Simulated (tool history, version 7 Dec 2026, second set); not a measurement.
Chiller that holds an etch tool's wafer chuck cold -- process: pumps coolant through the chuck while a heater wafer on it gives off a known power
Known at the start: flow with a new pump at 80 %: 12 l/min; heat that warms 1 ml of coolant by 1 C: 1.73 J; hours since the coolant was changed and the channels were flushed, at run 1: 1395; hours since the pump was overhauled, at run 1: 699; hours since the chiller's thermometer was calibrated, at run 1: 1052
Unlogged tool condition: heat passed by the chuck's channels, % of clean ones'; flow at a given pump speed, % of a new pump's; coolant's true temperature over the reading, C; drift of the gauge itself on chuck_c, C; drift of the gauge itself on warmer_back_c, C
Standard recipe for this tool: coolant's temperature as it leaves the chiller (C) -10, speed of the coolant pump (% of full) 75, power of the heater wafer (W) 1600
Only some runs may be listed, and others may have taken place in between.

run	hour	coolant's temperature as it leaves the chiller (C)	speed of the coolant pump (% of full)	power of the heater wafer (W)	hours since the coolant was changed and the channels were flushed	hours since the pump was overhauled	hours since the chiller's thermometer was calibrated	chuck's temperature once it has settled (C)	how much warmer the coolant comes back (C)
1	0	-10	75	1600	1395	699	1052	3.8	4.98
2	98.8	-10	75	1600	1494	798	1151	3.9	4.93
3	266	-10	75	1600	1661	965	1318	3.9	4.91
4	366.1	-10	75	1600	1761	1065	1418	3.9	4.97
5	496	-5	75	1600	1891	1195	1548	9.1	4.97
6	593.9	-10	75	1194	1989	1293	1646	0.1	3.69
7	725	-10	75	924	2120	1424	1777	-1.9	2.77
8	894.3	-10	75	1600	2290	1593	1946	4	4.9
9	1066.7	-10	75	1556	2462	1765	2118	3.6	4.75
10	1153.3	-10	75	1556	2549	1852	2205	3.5	4.77
11	1329.2	-10	63	1600	2725	2028	2381	6.3	5.95
12	1502.9	-10	75	1600	2898	2202	2555	3.8	4.89
13	1680.6	-10	75	1600	3076	2379	2732	3.9	4.86
14	1822.1	-10	75	1600	3217	2521	2874	4	4.91
15	2006.1	-10	75	1600	3401	2705	3058	4	4.85
# hour 2065.7: coolant changed, channels flushed
16	2115.2	-10	75	1600	49	2808	3161	4	4.83
17	2251.5	-11	63	1064	186	2944	3297	-0.2	3.81
18	2442.8	-11	63	1064	377	3136	3489	-0.4	3.8
19	2565.5	-10	73	1600	500	3258	3611	4.1	4.92
20	2675	-10	73	1600	609	3368	3721	4.2	4.9
21	2761.2	-10	75	2326	695	3454	3807	10.3	6.99
22	2843.4	-10	96	885	778	3536	3889	-3.7	1.87
23	3007.7	-11	96	885	942	3700	4053	-4.7	1.87
24	3135.6	-1	88	1600	1070	3828	4181	11.1	3.95
25	3235.4	-10	61	854	1170	3928	4281	-1.3	3.08
26	3350.7	-10	61	854	1285	4044	4396	-1.2	3.05
27	3479.5	-17	99	1903	1414	4172	4525	-3.9	4.13
28	3569	-16	85	1961	1503	4262	4615	-0.7	5.05
29	3658.2	-16	69	1146	1592	4351	4704	-5.5	3.58
30	3768.9	-16	69	1146	1703	4462	4815	-5.4	3.67
31	3927.1	-20	75	1152	1861	4620	4973	-9.9	3.25
32	4048	-3	78	2010	1982	4741	5094	13.9	5.67

Alternative continuations, all from the tool just after run 32; predict every row:
A	4190.8	-3	67	1241	2125	4884	5237	?	?
B	4190.8	-2	78	809	2125	4884	5237	?	?
C	4190.8	-3	84	1436	2125	4884	5237	?	?
D	4190.8	-3	97	2384	2125	4884	5237	?	?

run	chuck's temperature once it has settled (C)	how much warmer the coolant comes back (C)
A	8.9	4.06
B	4.7	2.08
C	8.3	3.67
D	13.7	5.3
Take away the tool's hidden state, keep each run's random variation, and the runs would have read:
run	chuck's temperature once it has settled (C)	how much warmer the coolant comes back (C)
A	8.9	4.36
B	4.7	2.38
C	8.2	3.97
D	13.7	5.59

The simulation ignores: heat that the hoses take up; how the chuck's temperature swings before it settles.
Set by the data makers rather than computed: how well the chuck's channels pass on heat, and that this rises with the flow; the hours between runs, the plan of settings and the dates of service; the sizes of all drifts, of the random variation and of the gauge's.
